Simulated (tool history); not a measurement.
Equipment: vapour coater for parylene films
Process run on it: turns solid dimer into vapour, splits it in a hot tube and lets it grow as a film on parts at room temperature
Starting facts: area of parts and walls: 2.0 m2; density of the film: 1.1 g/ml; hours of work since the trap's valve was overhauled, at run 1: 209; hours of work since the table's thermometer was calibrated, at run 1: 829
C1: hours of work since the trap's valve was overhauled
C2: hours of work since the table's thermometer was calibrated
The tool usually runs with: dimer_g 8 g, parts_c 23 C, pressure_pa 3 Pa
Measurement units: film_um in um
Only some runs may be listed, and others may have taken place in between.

run 1 day=0 | dimer_g=8 parts_c=23 pressure_pa=3 | C1=209 C2=829 | film_um=3.03
run 2 day=1.95 | dimer_g=8 parts_c=23 pressure_pa=3 | C1=228 C2=848 | film_um=2.95
run 3 day=3.442 | dimer_g=8 parts_c=23 pressure_pa=3 | C1=243 C2=862 | film_um=2.96
run 4 day=5.325 | dimer_g=4 parts_c=23 pressure_pa=3 | C1=261 C2=881 | film_um=1.5
run 5 day=7.592 | dimer_g=4 parts_c=23 pressure_pa=3 | C1=284 C2=903 | film_um=1.5
run 6 day=8.771 | dimer_g=8 parts_c=23 pressure_pa=3 | C1=295 C2=915 | film_um=2.99
run 7 day=10.467 | dimer_g=8 parts_c=23 pressure_pa=3 | C1=312 C2=931 | film_um=3.01
run 8 day=12.588 | dimer_g=8 parts_c=23 pressure_pa=3 | C1=333 C2=952 | film_um=3
run 9 day=13.704 | dimer_g=8 parts_c=23 pressure_pa=3 | C1=344 C2=963 | film_um=2.94
run 10 day=15.625 | dimer_g=8 parts_c=23 pressure_pa=4.21 | C1=362 C2=982 | film_um=2.88
run 11 day=16.979 | dimer_g=8 parts_c=23 pressure_pa=4.21 | C1=376 C2=995 | film_um=2.9
run 12 day=18.15 | dimer_g=8 parts_c=23 pressure_pa=4.21 | C1=387 C2=1007 | film_um=2.84
run 13 day=19.979 | dimer_g=8 parts_c=23 pressure_pa=4.21 | C1=405 C2=1024 | film_um=2.86
run 14 day=21.483 | dimer_g=8 parts_c=23 pressure_pa=3 | C1=420 C2=1039 | film_um=2.98
run 15 day=23.517 | dimer_g=8 parts_c=23 pressure_pa=3 | C1=440 C2=1059 | film_um=3.03
run 16 day=24.654 | dimer_g=8 parts_c=23 pressure_pa=3 | C1=451 C2=1070 | film_um=2.96
run 17 day=25.938 | dimer_g=8 parts_c=23 pressure_pa=3 | C1=463 C2=1083 | film_um=2.96
-- day=26.842 trap's valve overhauled
run 18 day=27.625 | dimer_g=8 parts_c=18 pressure_pa=3.44 | C1=8 C2=1098 | film_um=3.55
run 19 day=29.092 | dimer_g=14 parts_c=23 pressure_pa=11.42 | C1=22 C2=1112 | film_um=4.48
run 20 day=30.625 | dimer_g=14 parts_c=23 pressure_pa=11.42 | C1=37 C2=1127 | film_um=4.48
run 21 day=31.629 | dimer_g=13 parts_c=19 pressure_pa=3.24 | C1=47 C2=1137 | film_um=5.78
run 22 day=33.246 | dimer_g=13 parts_c=19 pressure_pa=3.03 | C1=63 C2=1153 | film_um=5.74
run 23 day=34.379 | dimer_g=13 parts_c=19 pressure_pa=3.03 | C1=74 C2=1164 | film_um=5.87
run 24 day=35.75 | dimer_g=10 parts_c=27 pressure_pa=11.8 | C1=87 C2=1177 | film_um=2.64
run 25 day=37.217 | dimer_g=6 parts_c=24 pressure_pa=4.35 | C1=102 C2=1192 | film_um=2.03
run 26 day=38.996 | dimer_g=6 parts_c=24 pressure_pa=4.35 | C1=119 C2=1209 | film_um=2.04
run 27 day=41.15 | dimer_g=3 parts_c=15 pressure_pa=9.58 | C1=140 C2=1230 | film_um=1.32

Run 28 is up next; what results do you expect?
run 28 day=43.05 | dimer_g=4 parts_c=23 pressure_pa=2.35 | C1=159 C2=1249 | film_um=?

For run 28 the tool returned film_um 1.51 um.
If the tool had no hidden condition, the same run with the same run-to-run variation would have returned film_um 1.51 um.
